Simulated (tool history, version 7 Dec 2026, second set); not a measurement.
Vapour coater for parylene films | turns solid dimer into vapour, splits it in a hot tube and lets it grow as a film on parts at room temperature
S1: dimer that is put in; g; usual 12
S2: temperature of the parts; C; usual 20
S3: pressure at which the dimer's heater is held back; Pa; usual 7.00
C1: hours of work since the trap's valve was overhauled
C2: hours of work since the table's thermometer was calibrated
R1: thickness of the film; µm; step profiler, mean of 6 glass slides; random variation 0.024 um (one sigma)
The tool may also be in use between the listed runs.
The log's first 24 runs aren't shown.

run,day,S1,S2,S3,C1,C2,R1
25,34.083,12,19,3.95,97,861,5.20
26,35.058,12,19,3.95,113,877,5.16
27,36.612,9,19,3.95,138,903,3.82
28,37.567,13,19,3.95,154,918,5.59
29,38.450,13,22,3.95,168,932,5.22
# day 38.796: table's thermometer calibrated
30,40.029,7,18,6.58,193,20,2.85
31,41.108,7,18,6.58,211,38,2.83
32,41.904,6,32,6.58,224,51,1.81
33,43.288,8,28,2.99,246,73,2.99
34,44.692,8,28,2.99,269,96,2.98
35,45.917,8,28,2.99,289,116,2.95
36,46.729,12,20,11.55,302,129,4.15

Forecast each of these 3 alternatives for the next run:
A,47.675,12,24,7.00,318,144,?
B,47.675,22,30,11.55,318,144,?
C,47.675,20,27,2.14,318,144,?

run,R1
A,4.15
B,6.19
C,7.92
Without the tool's hidden state the same runs would have given:
run,R1
A,4.36
B,6.51
C,8.33
